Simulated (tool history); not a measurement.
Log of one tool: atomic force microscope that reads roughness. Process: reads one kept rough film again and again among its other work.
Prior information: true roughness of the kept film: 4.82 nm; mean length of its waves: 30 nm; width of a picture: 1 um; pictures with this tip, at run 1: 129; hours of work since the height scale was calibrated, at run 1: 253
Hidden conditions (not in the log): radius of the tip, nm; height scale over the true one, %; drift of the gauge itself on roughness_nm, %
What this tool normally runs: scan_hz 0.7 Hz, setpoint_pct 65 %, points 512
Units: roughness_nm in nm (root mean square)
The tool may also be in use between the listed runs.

| run | day | scan_hz | setpoint_pct | points | pictures with this tip | hours of work since the height scale was calibrated | roughness_nm |
|---|---|---|---|---|---|---|---|
| 1 | 0 | 0.7 | 65 | 512 | 129 | 253 | 3.925 |
| 2 | 0.354 | 1.503 | 65 | 512 | 146 | 259 | 3.806 |
| 3 | 0.742 | 1.503 | 65 | 512 | 166 | 266 | 3.747 |
| 4 | 1.142 | 1.503 | 65 | 512 | 185 | 273 | 3.685 |
| 5 | 1.604 | 1.503 | 65 | 512 | 208 | 282 | 3.628 |
| 6 | 1.833 | 1.503 | 65 | 512 | 220 | 286 | 3.591 |
| 7 | 2.229 | 1.503 | 65 | 512 | 239 | 293 | 3.557 |
| 8 | 2.567 | 1.503 | 65 | 512 | 256 | 300 | 3.526 |
| 9 | 2.929 | 1.503 | 81 | 512 | 274 | 306 | 3.28 |
| 10 | 3.221 | 1.503 | 81 | 512 | 288 | 312 | 3.287 |
| 11 | 3.454 | 1.567 | 81 | 512 | 300 | 316 | 3.221 |
| 12 | 3.833 | 0.7 | 65 | 512 | 319 | 323 | 3.449 |
| 13 | 4.217 | 0.7 | 65 | 512 | 338 | 330 | 3.425 |
| 14 | 4.6 | 0.7 | 65 | 512 | 357 | 337 | 3.403 |
| 15 | 4.996 | 0.7 | 65 | 512 | 376 | 344 | 3.321 |
|  | 5.379 | new tip fitted |
| 16 | 5.396 | 0.7 | 65 | 512 | 1 | 351 | 4.226 |
| 17 | 5.846 | 0.7 | 65 | 306 | 23 | 359 | 4.12 |
| 18 | 6.279 | 0.7 | 65 | 306 | 45 | 367 | 4.06 |
| 19 | 6.562 | 0.7 | 65 | 380 | 59 | 372 | 4.067 |
| 20 | 6.929 | 0.7 | 65 | 380 | 77 | 379 | 4.003 |
| 21 | 7.192 | 0.7 | 65 | 380 | 90 | 384 | 3.958 |
| 22 | 7.612 | 0.7 | 65 | 380 | 111 | 392 | 3.92 |
| 23 | 8.042 | 0.7 | 65 | 380 | 132 | 399 | 3.825 |
| 24 | 8.438 | 0.7 | 65 | 380 | 152 | 407 | 3.78 |
| 25 | 8.842 | 0.7 | 68 | 570 | 172 | 414 | 3.73 |
| 26 | 9.079 | 1.119 | 67 | 613 | 184 | 418 | 3.671 |
| 27 | 9.275 | 1.103 | 67 | 324 | 193 | 422 | 3.636 |
| 28 | 9.629 | 1.483 | 67 | 430 | 211 | 429 | 3.578 |
| 29 | 10.083 | 2.96 | 90 | 989 | 233 | 437 | 2.855 |
| 30 | 10.512 | 2.96 | 90 | 989 | 255 | 445 | 2.826 |
| 31 | 10.9 | 2.96 | 90 | 989 | 274 | 452 | 2.771 |
| 32 | 11.129 | 2.532 | 65 | 310 | 285 | 456 | 3.301 |
| 33 | 11.412 | 2.532 | 65 | 310 | 299 | 461 | 3.283 |
| 34 | 11.675 | 2.148 | 65 | 310 | 312 | 466 | 3.311 |
| 35 | 11.938 | 2.148 | 57 | 325 | 325 | 471 | 3.339 |
| 36 | 12.367 | 2.148 | 57 | 325 | 346 | 479 | 3.279 |
| 37 | 12.579 | 2.148 | 57 | 325 | 357 | 483 | 3.307 |
| 38 | 12.988 | 1.267 | 57 | 484 | 377 | 490 | 3.306 |
|  | 13.342 | new tip fitted |
| 39 | 13.392 | 3.438 | 65 | 974 | 2 | 497 | 3.996 |
| 40 | 13.854 | 3.438 | 65 | 974 | 25 | 506 | 3.908 |
| 41 | 14.188 | 2.74 | 65 | 478 | 42 | 512 | 3.901 |
| 42 | 14.625 | 2.74 | 65 | 478 | 63 | 520 | 3.842 |
| 43 | 14.917 | 3.261 | 63 | 299 | 78 | 525 | 3.771 |
| 44 | 15.167 | 1.116 | 60 | 448 | 90 | 530 | 3.964 |
| 45 | 15.525 | 1.116 | 60 | 448 | 108 | 536 | 3.916 |
| 46 | 15.725 | 1.116 | 60 | 448 | 118 | 540 | 3.905 |

Here are 3 independent what-if runs from the current tool condition. What would each one return?
| A | 16.046 | 3.76 | 78 | 448 | 134 | 546 | ? |
| B | 16.046 | 0.721 | 64 | 427 | 134 | 546 | ? |
| C | 16.046 | 1.393 | 83 | 526 | 134 | 546 | ? |

| run | roughness_nm |
|---|---|
| A | 3.229 |
| B | 3.866 |
| C | 3.564 |
Stripped of hidden state, with their random variation kept, the same runs would have yielded:
| run | roughness_nm |
|---|---|
| A | 3.566 |
| B | 4.271 |
| C | 3.937 |

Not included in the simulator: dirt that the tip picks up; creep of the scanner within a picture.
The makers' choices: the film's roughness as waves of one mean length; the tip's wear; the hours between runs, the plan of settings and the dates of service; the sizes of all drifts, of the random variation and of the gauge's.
